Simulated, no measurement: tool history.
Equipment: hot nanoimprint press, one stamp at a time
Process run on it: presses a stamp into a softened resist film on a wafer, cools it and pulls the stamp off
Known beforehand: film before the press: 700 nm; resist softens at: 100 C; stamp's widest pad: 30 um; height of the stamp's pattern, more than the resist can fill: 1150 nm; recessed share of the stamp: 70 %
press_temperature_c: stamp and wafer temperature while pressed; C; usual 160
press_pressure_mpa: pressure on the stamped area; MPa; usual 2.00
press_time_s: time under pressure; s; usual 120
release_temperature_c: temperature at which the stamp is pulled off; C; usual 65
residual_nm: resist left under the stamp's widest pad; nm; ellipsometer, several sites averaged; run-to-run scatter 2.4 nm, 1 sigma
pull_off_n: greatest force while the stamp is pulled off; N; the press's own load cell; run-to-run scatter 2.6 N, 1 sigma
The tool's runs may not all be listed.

{"run": 1, "day": 0.0, "press_temperature_c": 160, "press_pressure_mpa": 2.0, "press_time_s": 120, "release_temperature_c": 65, "residual_nm": 394.4, "pull_off_n": 169}
{"run": 2, "day": 0.921, "press_temperature_c": 160, "press_pressure_mpa": 2.0, "press_time_s": 120, "release_temperature_c": 65, "residual_nm": 390.8, "pull_off_n": 167}
{"run": 3, "day": 2.138, "press_temperature_c": 163, "press_pressure_mpa": 2.0, "press_time_s": 120, "release_temperature_c": 65, "residual_nm": 346.3, "pull_off_n": 176}
{"day": 3.971, "done": "stamp cleaned and given a new release coat"}
{"run": 4, "day": 3.971, "press_temperature_c": 163, "press_pressure_mpa": 2.0, "press_time_s": 120, "release_temperature_c": 65, "residual_nm": 339.5, "pull_off_n": 153}
{"run": 5, "day": 5.675, "press_temperature_c": 163, "press_pressure_mpa": 2.0, "press_time_s": 120, "release_temperature_c": 65, "residual_nm": 340.5, "pull_off_n": 158}
{"run": 6, "day": 6.758, "press_temperature_c": 163, "press_pressure_mpa": 2.0, "press_time_s": 120, "release_temperature_c": 65, "residual_nm": 343.9, "pull_off_n": 158}
{"run": 7, "day": 7.871, "press_temperature_c": 160, "press_pressure_mpa": 2.0, "press_time_s": 120, "release_temperature_c": 65, "residual_nm": 383.7, "pull_off_n": 155}
{"run": 8, "day": 8.975, "press_temperature_c": 160, "press_pressure_mpa": 2.0, "press_time_s": 120, "release_temperature_c": 65, "residual_nm": 384.8, "pull_off_n": 152}
{"run": 9, "day": 10.446, "press_temperature_c": 160, "press_pressure_mpa": 2.0, "press_time_s": 120, "release_temperature_c": 65, "residual_nm": 384.9, "pull_off_n": 157}
{"run": 10, "day": 11.896, "press_temperature_c": 163, "press_pressure_mpa": 2.0, "press_time_s": 120, "release_temperature_c": 65, "residual_nm": 342.9, "pull_off_n": 160}
{"run": 11, "day": 13.65, "press_temperature_c": 163, "press_pressure_mpa": 2.0, "press_time_s": 123, "release_temperature_c": 65, "residual_nm": 336.8, "pull_off_n": 158}
{"run": 12, "day": 14.567, "press_temperature_c": 163, "press_pressure_mpa": 2.0, "press_time_s": 123, "release_temperature_c": 65, "residual_nm": 334.0, "pull_off_n": 166}
{"run": 13, "day": 16.529, "press_temperature_c": 160, "press_pressure_mpa": 1.95, "press_time_s": 120, "release_temperature_c": 65, "residual_nm": 385.6, "pull_off_n": 163}
{"run": 14, "day": 18.071, "press_temperature_c": 160, "press_pressure_mpa": 1.95, "press_time_s": 120, "release_temperature_c": 65, "residual_nm": 383.4, "pull_off_n": 162}
{"run": 15, "day": 19.183, "press_temperature_c": 161, "press_pressure_mpa": 2.0, "press_time_s": 120, "release_temperature_c": 65, "residual_nm": 361.7, "pull_off_n": 166}
{"day": 19.796, "done": "plate thermocouple calibrated"}
{"run": 16, "day": 21.2, "press_temperature_c": 152, "press_pressure_mpa": 2.0, "press_time_s": 70, "release_temperature_c": 65, "residual_nm": 584.5, "pull_off_n": 168}
{"run": 17, "day": 23.162, "press_temperature_c": 153, "press_pressure_mpa": 1.57, "press_time_s": 74, "release_temperature_c": 51, "residual_nm": 588.1, "pull_off_n": 206}
{"run": 18, "day": 25.258, "press_temperature_c": 151, "press_pressure_mpa": 2.0, "press_time_s": 127, "release_temperature_c": 65, "residual_nm": 545.7, "pull_off_n": 167}
{"run": 19, "day": 27.379, "press_temperature_c": 151, "press_pressure_mpa": 2.0, "press_time_s": 127, "release_temperature_c": 65, "residual_nm": 540.8, "pull_off_n": 170}
{"run": 20, "day": 28.308, "press_temperature_c": 151, "press_pressure_mpa": 2.0, "press_time_s": 127, "release_temperature_c": 65, "residual_nm": 539.0, "pull_off_n": 171}
{"run": 21, "day": 30.012, "press_temperature_c": 151, "press_pressure_mpa": 1.46, "press_time_s": 127, "release_temperature_c": 66, "residual_nm": 573.4, "pull_off_n": 170}
{"run": 22, "day": 32.042, "press_temperature_c": 156, "press_pressure_mpa": 2.0, "press_time_s": 120, "release_temperature_c": 65, "residual_nm": 456.2, "pull_off_n": 171}
{"day": 32.971, "done": "stamp cleaned and given a new release coat"}
{"run": 23, "day": 33.817, "press_temperature_c": 167, "press_pressure_mpa": 2.0, "press_time_s": 125, "release_temperature_c": 65, "residual_nm": 286.6, "pull_off_n": 157}
{"run": 24, "day": 34.675, "press_temperature_c": 168, "press_pressure_mpa": 1.48, "press_time_s": 131, "release_temperature_c": 73, "residual_nm": 307.3, "pull_off_n": 140}
{"run": 25, "day": 35.925, "press_temperature_c": 168, "press_pressure_mpa": 1.48, "press_time_s": 131, "release_temperature_c": 73, "residual_nm": 305.0, "pull_off_n": 137}
{"run": 26, "day": 38.033, "press_temperature_c": 168, "press_pressure_mpa": 1.48, "press_time_s": 131, "release_temperature_c": 73, "residual_nm": 305.1, "pull_off_n": 140}
{"run": 27, "day": 40.05, "press_temperature_c": 168, "press_pressure_mpa": 1.48, "press_time_s": 122, "release_temperature_c": 71, "residual_nm": 312.2, "pull_off_n": 147}
{"run": 28, "day": 41.579, "press_temperature_c": 149, "press_pressure_mpa": 1.48, "press_time_s": 173, "release_temperature_c": 71, "residual_nm": 566.3, "pull_off_n": 148}
{"run": 29, "day": 43.121, "press_temperature_c": 149, "press_pressure_mpa": 1.48, "press_time_s": 167, "release_temperature_c": 71, "residual_nm": 562.4, "pull_off_n": 145}
{"run": 30, "day": 44.829, "press_temperature_c": 170, "press_pressure_mpa": 1.68, "press_time_s": 236, "release_temperature_c": 65, "residual_nm": 200.6, "pull_off_n": 162}

Consider 3 possible next runs. They are alternatives, not a sequence: every one starts from the tool as it was left by run 30. What does each give?
{"day": 45.6, "done": "plate thermocouple calibrated"}
{"run": "A", "day": 46.65, "press_temperature_c": 157, "press_pressure_mpa": 2.0, "press_time_s": 173, "release_temperature_c": 57, "residual_nm": "?", "pull_off_n": "?"}
{"day": 45.6, "done": "plate thermocouple calibrated"}
{"run": "B", "day": 46.65, "press_temperature_c": 166, "press_pressure_mpa": 1.68, "press_time_s": 236, "release_temperature_c": 73, "residual_nm": "?", "pull_off_n": "?"}
{"day": 45.6, "done": "plate thermocouple calibrated"}
{"run": "C", "day": 46.65, "press_temperature_c": 170, "press_pressure_mpa": 1.69, "press_time_s": 206, "release_temperature_c": 54, "residual_nm": "?", "pull_off_n": "?"}

run=A residual_nm=406.6 pull_off_n=180
run=B residual_nm=258.8 pull_off_n=146
run=C residual_nm=226.6 pull_off_n=191
Without the tool's hidden state the same runs would have given:
run=A residual_nm=397.7 pull_off_n=169
run=B residual_nm=252.7 pull_off_n=138
run=C residual_nm=221.2 pull_off_n=179
